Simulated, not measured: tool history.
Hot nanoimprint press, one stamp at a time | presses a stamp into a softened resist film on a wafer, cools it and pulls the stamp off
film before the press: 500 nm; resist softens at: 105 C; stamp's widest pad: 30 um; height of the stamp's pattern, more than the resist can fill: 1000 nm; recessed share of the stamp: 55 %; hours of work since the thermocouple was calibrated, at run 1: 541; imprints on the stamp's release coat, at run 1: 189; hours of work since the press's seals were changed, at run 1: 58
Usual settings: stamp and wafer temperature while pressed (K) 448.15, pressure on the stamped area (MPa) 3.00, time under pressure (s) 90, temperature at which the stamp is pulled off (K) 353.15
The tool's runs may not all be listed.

run	hour	stamp and wafer temperature while pressed (K)	pressure on the stamped area (MPa)	time under pressure (s)	temperature at which the stamp is pulled off (K)	hours of work since the thermocouple was calibrated	imprints on the stamp's release coat	hours of work since the press's seals were changed	resist left under the stamp's widest pad (angstrom)	greatest force while the stamp is pulled off (N)
1	0.0	448.15	3.00	90	353.15	541	189	58	2767	170
2	14.0	448.15	3.00	90	353.15	551	265	68	2771	176
3	32.9	448.15	3.00	90	353.15	565	367	81	2755	178
4	45.3	448.15	3.00	90	353.15	574	434	90	2753	180
# hour 52.9: plate thermocouple calibrated
5	63.8	437.15	3.00	90	353.15	8	518	101	4154	191
6	77.7	448.15	3.00	90	353.15	18	593	111	3030	200
7	88.6	448.15	3.00	90	353.15	26	653	119	3029	193
8	108.5	448.15	3.00	90	353.15	40	760	134	3022	205
9	127.8	448.15	3.00	90	353.15	54	865	148	3022	207
10	145.9	448.15	3.00	90	353.15	67	963	161	3013	213
11	158.8	455.15	3.00	90	353.15	76	1033	170	2315	213
# hour 174.7: stamp cleaned and given a new release coat
12	184.2	455.15	3.00	90	353.15	90	51	184	2308	175
13	202.6	448.15	2.34	90	353.15	103	151	197	3287	175
14	217.2	448.15	2.34	90	353.15	114	230	207	3282	182
15	233.0	448.15	2.34	90	353.15	125	316	219	3273	181
16	243.0	448.15	3.00	90	341.15	132	369	226	2997	231
17	257.1	448.15	3.00	90	341.15	143	446	236	2998	236
18	265.9	444.15	4.78	115	357.15	149	493	242	2695	172
19	277.3	453.15	3.60	173	340.15	157	555	251	1759	243
20	296.4	448.15	2.17	90	340.15	171	658	264	3338	249
21	308.0	448.15	3.00	90	338.15	179	721	273	2970	264
22	321.6	439.15	3.00	90	339.15	189	795	283	3957	256
23	331.2	437.15	3.00	134	350.15	196	847	289	3844	213
24	339.8	437.15	3.00	134	350.15	202	893	296	3837	220
25	350.4	437.15	1.83	134	347.15	210	951	303	4259	233
26	368.9	452.15	3.70	90	353.15	223	1051	317	2336	213
# hour 381.6: stamp cleaned and given a new release coat
27	394.0	452.15	3.70	90	353.15	237	67	330	2331	172
28	413.8	450.15	3.00	46	350.15	251	174	345	3380	188
29	431.9	448.15	2.95	90	353.15	264	272	358	2972	180

Hidden state or all else? Some run-to-run changes of resist left under the stamp's widest pad (angstrom), split into what the settings, what came in and random variation would give without the hidden state, and what is left for the hidden state (with any gauge scatter that isn't in both results):
The hidden state here: true temperature over the reading, C; pressure that arrives at the usual setting, %; grip of the stamp's worn release coat, % over a new coat's; drift of the gauge itself on residual_nm, %; drift of the gauge itself on pull_off_n, %.
Run 4 -> 5: stamp and wafer temperature while pressed (K) 448.15 -> 437.15, plate thermocouple calibrated. resist left under the stamp's widest pad (angstrom) +1401: hidden state +266, all else +1135.
Run 19 -> 20: stamp and wafer temperature while pressed (K) 453.15 -> 448.15, pressure on the stamped area (MPa) 3.60 -> 2.17, time under pressure (s) 173 -> 90. resist left under the stamp's widest pad (angstrom) +1579: hidden state -7, all else +1586.
Run 25 -> 26: stamp and wafer temperature while pressed (K) 437.15 -> 452.15, pressure on the stamped area (MPa) 1.83 -> 3.70, time under pressure (s) 134 -> 90, temperature at which the stamp is pulled off (K) 347.15 -> 353.15. resist left under the stamp's widest pad (angstrom) -1923: hidden state +2, all else -1925.
Run 27 -> 28: stamp and wafer temperature while pressed (K) 452.15 -> 450.15, pressure on the stamped area (MPa) 3.70 -> 3.00, time under pressure (s) 90 -> 46, temperature at which the stamp is pulled off (K) 353.15 -> 350.15. resist left under the stamp's widest pad (angstrom) +1049: hidden state -10, all else +1059.

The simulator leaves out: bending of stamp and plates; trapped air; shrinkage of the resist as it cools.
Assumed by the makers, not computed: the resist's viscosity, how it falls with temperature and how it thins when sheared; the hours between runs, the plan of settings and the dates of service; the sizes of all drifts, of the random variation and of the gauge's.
